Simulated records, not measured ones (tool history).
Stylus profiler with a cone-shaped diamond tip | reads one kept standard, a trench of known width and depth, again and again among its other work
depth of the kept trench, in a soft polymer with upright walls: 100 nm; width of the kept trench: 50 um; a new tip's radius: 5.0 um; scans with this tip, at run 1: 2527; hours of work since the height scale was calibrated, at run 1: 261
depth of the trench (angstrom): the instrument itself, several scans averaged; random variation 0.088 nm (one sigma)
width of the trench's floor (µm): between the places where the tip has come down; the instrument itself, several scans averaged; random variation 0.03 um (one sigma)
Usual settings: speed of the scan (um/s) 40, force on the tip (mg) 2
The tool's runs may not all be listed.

run,hour,speed of the scan (um/s),force on the tip (mg),scans with this tip,hours of work since the height scale was calibrated,depth of the trench (angstrom),width of the trench's floor (µm)
1,0,40,2,2527,261,1012.2,47.66
2,45.6,11,2,2763,285,1011.6,47.81
3,66.1,55,2,2869,296,1013.9,47.53
4,88.9,25,2,2986,308,1011.9,47.65
5,119.7,25,2,3146,325,1012.7,47.72
6,149.5,25,2,3300,340,1013.4,47.7
# hour 152.9: height scale calibrated on a step standard
7,170.2,16,5.46,3404,9,1023.8,47.74
8,212.8,41,2.85,3624,32,1015.4,47.63
9,254,41,2.85,3837,54,1013.9,47.66
# hour 289.2: height scale calibrated on a step standard, once more
10,293.6,41,2.49,4039,2,1013.6,47.59
11,326.6,41,0.67,4210,20,1004,47.44

Forecast each of these 4 alternatives for the next run:
A,353.9,15,2.76,4351,34,?,?
B,353.9,42,2.94,4351,34,?,?
C,353.9,121,2,4351,34,?,?
D,353.9,84,2,4351,34,?,?

run,depth of the trench (angstrom),width of the trench's floor (µm)
A,1013.3,47.69
B,1015.5,47.62
C,1012.3,47.11
D,1010.4,47.29
Without the tool's hidden state the same runs would have given:
run,depth of the trench (angstrom),width of the trench's floor (µm)
A,1013.5,47.92
B,1015.7,47.86
C,1012.5,47.35
D,1010.6,47.52
